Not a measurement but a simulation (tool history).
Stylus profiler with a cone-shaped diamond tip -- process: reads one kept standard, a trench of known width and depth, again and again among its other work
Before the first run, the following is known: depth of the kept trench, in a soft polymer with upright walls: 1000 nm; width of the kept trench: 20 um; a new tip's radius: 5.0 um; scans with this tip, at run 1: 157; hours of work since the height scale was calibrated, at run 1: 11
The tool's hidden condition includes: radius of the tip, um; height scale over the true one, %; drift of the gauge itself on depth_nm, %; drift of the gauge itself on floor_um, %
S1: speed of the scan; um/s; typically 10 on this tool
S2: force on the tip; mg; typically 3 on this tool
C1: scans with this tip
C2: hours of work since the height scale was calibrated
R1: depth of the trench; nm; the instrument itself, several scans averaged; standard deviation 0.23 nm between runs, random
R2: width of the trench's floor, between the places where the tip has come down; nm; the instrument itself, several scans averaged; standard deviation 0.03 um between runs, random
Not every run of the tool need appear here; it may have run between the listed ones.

run	hour	S1	S2	C1	C2	R1	R2
1	0	10	3	157	11	1014.46	13940
2	74.9	10	3	833	60	1014.37	13790
3	166	10	3	1655	120	1013.94	13450
4	242.7	10	3	2348	170	1013.95	13250
5	311.6	10	3	2970	215	1013.89	13050
6	366.4	10	3	3464	251	1012.71	12890
7	417.2	10	3	3923	284	1013.1	12760
8	491	10	3	4590	333	1013.14	12610
9	547.1	10	3	5096	369	1012.88	12440
10	630.4	3	3	5848	424	1012.62	12360
11	716.3	3	3	6623	480	1012.39	12060
12	791.5	3	3	7303	529	1011.83	11930
13	866.2	6	3	7977	578	1011.79	11730

Run 14, settings as shown, results not yet in. Your forecast:
# hour 872.5: height scale calibrated on a step standard
14	946.2	9	3.89	8694	48	?	?

Logged for run 14: R1 1012.64 nm, R2 11530 nm.
With the hidden condition absent and the run-to-run variation left alone, this run would have shown R1 1017.51 nm, R2 13970 nm.
